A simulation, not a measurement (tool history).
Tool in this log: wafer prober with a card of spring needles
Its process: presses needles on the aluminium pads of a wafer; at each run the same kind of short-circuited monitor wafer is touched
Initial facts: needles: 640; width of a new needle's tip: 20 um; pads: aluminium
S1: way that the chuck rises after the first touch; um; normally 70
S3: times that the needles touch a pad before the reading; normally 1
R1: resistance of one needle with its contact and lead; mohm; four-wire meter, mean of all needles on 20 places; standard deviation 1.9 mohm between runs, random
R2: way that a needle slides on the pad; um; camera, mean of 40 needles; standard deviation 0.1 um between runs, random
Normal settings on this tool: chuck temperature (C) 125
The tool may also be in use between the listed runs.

run 1 hour=0 | S1=70 chuck_temperature_(C)=125 S3=1 | R1=268 R2=9.77
-- hour=3.5 tips cleaned on abrasive film
run 2 hour=5.8 | S1=70 chuck_temperature_(C)=125 S3=1 | R1=338 R2=9.68
-- hour=9 tips cleaned on abrasive film
run 3 hour=12.8 | S1=70 chuck_temperature_(C)=125 S3=1 | R1=299 R2=9.51
-- hour=14.5 tips cleaned on abrasive film
run 4 hour=17.1 | S1=70 chuck_temperature_(C)=125 S3=1 | R1=277 R2=9.67
-- hour=20.1 tips cleaned on abrasive film
run 5 hour=21.5 | S1=70 chuck_temperature_(C)=60 S3=1 | R1=248 R2=9.63
-- hour=25.9 tips cleaned on abrasive film
run 6 hour=28.5 | S1=70 chuck_temperature_(C)=125 S3=2 | R1=252 R2=9.65
-- hour=31.5 tips cleaned on abrasive film
run 7 hour=35.4 | S1=70 chuck_temperature_(C)=125 S3=2 | R1=258 R2=9.72
-- hour=37.3 tips cleaned on abrasive film
-- hour=39.2 tips cleaned on abrasive film, once more
run 8 hour=43.5 | S1=70 chuck_temperature_(C)=125 S3=1 | R1=302 R2=9.5
-- hour=44.8 tips cleaned on abrasive film
-- hour=50.5 tips cleaned on abrasive film
run 9 hour=52.5 | S1=70 chuck_temperature_(C)=125 S3=1 | R1=276 R2=9.46
-- hour=56.2 tips cleaned on abrasive film
run 10 hour=59.3 | S1=70 chuck_temperature_(C)=125 S3=1 | R1=290 R2=9.37
-- hour=61.8 tips cleaned on abrasive film
run 11 hour=65.6 | S1=70 chuck_temperature_(C)=125 S3=1 | R1=305 R2=9.58
-- hour=67.4 tips cleaned on abrasive film
run 12 hour=71.3 | S1=70 chuck_temperature_(C)=125 S3=1 | R1=303 R2=9.43
-- hour=73.2 tips cleaned on abrasive film
-- hour=78.6 tips cleaned on abrasive film
run 13 hour=80.3 | S1=70 chuck_temperature_(C)=56 S3=1 | R1=252 R2=9.48
-- hour=84.3 tips cleaned on abrasive film
run 14 hour=89.1 | S1=61 chuck_temperature_(C)=77 S3=2 | R1=290 R2=8.14
-- hour=89.9 tips cleaned on abrasive film
-- hour=95.7 tips cleaned on abrasive film
run 15 hour=96.7 | S1=57 chuck_temperature_(C)=29 S3=2 | R1=237 R2=7.56
-- hour=101.2 tips cleaned on abrasive film
run 16 hour=102.7 | S1=57 chuck_temperature_(C)=29 S3=2 | R1=255 R2=7.44
-- hour=106.7 tips cleaned on abrasive film
run 17 hour=108.9 | S1=58 chuck_temperature_(C)=29 S3=2 | R1=273 R2=7.58
-- hour=112.3 tips cleaned on abrasive film
run 18 hour=115.3 | S1=58 chuck_temperature_(C)=29 S3=2 | R1=284 R2=7.74
-- hour=118.2 tips cleaned on abrasive film
run 19 hour=123 | S1=58 chuck_temperature_(C)=29 S3=2 | R1=302 R2=7.74
-- hour=124.4 tips cleaned on abrasive film
-- hour=130.1 tips cleaned on abrasive film
run 20 hour=130.1 | S1=58 chuck_temperature_(C)=29 S3=2 | R1=191 R2=7.67
-- hour=136.2 tips cleaned on abrasive film
run 21 hour=137.6 | S1=58 chuck_temperature_(C)=29 S3=2 | R1=243 R2=7.52
-- hour=141.8 tips cleaned on abrasive film
run 22 hour=144.6 | S1=58 chuck_temperature_(C)=29 S3=2 | R1=295 R2=7.61
-- hour=147.2 tips cleaned on abrasive film
run 23 hour=150.3 | S1=76 chuck_temperature_(C)=44 S3=1 | R1=282 R2=10.09
-- hour=151.2 height of the first contact set anew
-- hour=153.1 tips cleaned on abrasive film
run 24 hour=155.1 | S1=70 chuck_temperature_(C)=125 S3=1 | R1=272 R2=10.22
-- hour=158.8 tips cleaned on abrasive film
run 25 hour=161.1 | S1=70 chuck_temperature_(C)=71 S3=1 | R1=266 R2=10.08

Selected run-to-run steps in R1, each split into two signed amounts: the part the tool would show with no hidden state at all (from settings, incoming material and random variation), and the remainder, which goes to the hidden state together with any gauge scatter not common to the measured and the hidden-state-free results:
Hidden state present: debris on the tips, nm; way that the needles fall short of the set height, um; tips' diameter, um; drift of the gauge itself on contact_mohm, %; drift of the gauge itself on scrub_um, %.
Run 1 -> 2: tips cleaned on abrasive film. R1 +70 mohm: hidden state +72, all else -2.
Run 19 -> 20: tips cleaned on abrasive film, tips cleaned on abrasive film. R1 -111 mohm: hidden state -111, all else +0.
